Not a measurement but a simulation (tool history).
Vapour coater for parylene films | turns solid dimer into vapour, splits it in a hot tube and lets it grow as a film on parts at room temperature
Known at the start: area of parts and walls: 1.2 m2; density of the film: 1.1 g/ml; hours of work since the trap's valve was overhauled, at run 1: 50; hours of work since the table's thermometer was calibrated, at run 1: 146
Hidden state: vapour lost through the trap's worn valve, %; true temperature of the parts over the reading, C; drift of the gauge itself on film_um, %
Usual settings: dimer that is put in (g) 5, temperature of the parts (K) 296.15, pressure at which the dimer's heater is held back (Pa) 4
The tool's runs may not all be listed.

run   hour  dimer that is put in (g)  temperature of the parts (K)  pressure at which the dimer's heater is held back (Pa)  hours of work since the trap's valve was overhauled  hours of work since the table's thermometer was calibrated  thickness of the film (µm)
  1      0                         5                        296.15                                                       4                                                   50                                                         146                         2.2
  2   12.3                         5                        296.15                                                       4                                                   56                                                         152                        2.17
  3   34.1                         5                        296.15                                                       4                                                   67                                                         163                        2.13
  4   51.2                         5                        296.15                                                       4                                                   75                                                         171                        2.12
  5   68.2                         5                        296.15                                                       4                                                   83                                                         179                        2.17
  6   90.2                         5                        296.15                                                       4                                                   94                                                         190                        2.15
  7    110                         5                        306.15                                                       4                                                  104                                                         200                        1.49
  8  125.6                         5                        296.15                                                       4                                                  111                                                         207                         2.1

Forecast run 9:
  9  135.7                         3                        298.15                                                       4                                                  116                                                         212                           ?

{"run 9": {"thickness of the film (µm)": 1.17}}
Without the tool's hidden state the same run would have given thickness of the film (µm) 1.22.
